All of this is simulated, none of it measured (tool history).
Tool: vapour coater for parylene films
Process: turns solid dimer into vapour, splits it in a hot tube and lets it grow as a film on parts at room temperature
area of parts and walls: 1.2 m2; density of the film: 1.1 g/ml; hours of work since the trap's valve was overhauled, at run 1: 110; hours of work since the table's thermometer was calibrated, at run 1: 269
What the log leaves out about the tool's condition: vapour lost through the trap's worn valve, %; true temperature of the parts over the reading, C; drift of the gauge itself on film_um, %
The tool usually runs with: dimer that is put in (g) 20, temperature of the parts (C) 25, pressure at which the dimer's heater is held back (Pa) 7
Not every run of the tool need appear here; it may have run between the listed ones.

run	hour	dimer that is put in (g)	temperature of the parts (C)	pressure at which the dimer's heater is held back (Pa)	hours of work since the trap's valve was overhauled	hours of work since the table's thermometer was calibrated	thickness of the film (um)
1	0	20	25	7	110	269	7.07
2	9.6	9	25	7	114	274	3.15
3	24.8	9	25	9.63	121	280	2.96
4	34.3	9	25	9.63	125	284	2.94
5	50.4	9	25	9.63	131	291	2.97
6	59.7	9	25	9.63	135	295	2.91
7	70.8	9	25	9.63	140	300	2.96
8	88	20	25	7	147	307	6.94
9	104.9	20	25	7	155	314	6.97
10	117.8	20	25	7	160	320	7
11	127.8	17	25	7	164	324	5.87
12	143.2	17	25	7	171	330	5.9
13	150.9	20	25	7	174	334	6.92
14	160.4	20	25	7	178	338	6.91
15	174.3	20	25	7	184	344	6.88
16	189.3	20	25	7	191	350	6.87
17	203.6	14	34	2.85	197	356	3.98
18	216.6	27	21	7	202	362	10.99
19	233.6	27	21	7	209	369	10.96
20	250.2	23	21	8	217	376	8.97
21	267	23	21	8	224	383	9.1
22	277	23	21	8	228	387	8.98
23	292.9	14	21	5.5	235	394	6.04
24	303.6	20	24	6.05	239	399	7.25
25	319.2	13	18	10.26	246	405	5.44
26	331.9	12	35	6.17	251	411	2.66
27	343.3	35	33	2.68	256	416	10.31
28	359.9	25	22	3.18	263	423	11.34
29	371.7	25	34	3.07	268	428	6.79
30	387.1	25	34	3.07	275	434	6.71
31	402.2	25	34	3.07	281	441	6.7
32	415.4	15	21	8.87	287	446	5.57

Some steps in thickness of the film (um), run to run, broken into two amounts with sign: the step expected even without the hidden condition (settings, incoming material, random variation), and the rest, left for the hidden condition together with whatever gauge scatter is not in both the measured and the hidden-condition-free result:
Run 17 -> 18: dimer that is put in (g) 14 -> 27, temperature of the parts (C) 34 -> 21, pressure at which the dimer's heater is held back (Pa) 2.85 -> 7. thickness of the film (um) +7.01: hidden state -0.54, all else +7.55.
Run 26 -> 27: dimer that is put in (g) 12 -> 35, temperature of the parts (C) 35 -> 33, pressure at which the dimer's heater is held back (Pa) 6.17 -> 2.68. thickness of the film (um) +7.65: hidden state -0.77, all else +8.42.
Run 28 -> 29: temperature of the parts (C) 22 -> 34, pressure at which the dimer's heater is held back (Pa) 3.18 -> 3.07. thickness of the film (um) -4.55: hidden state +0.46, all else -5.01.
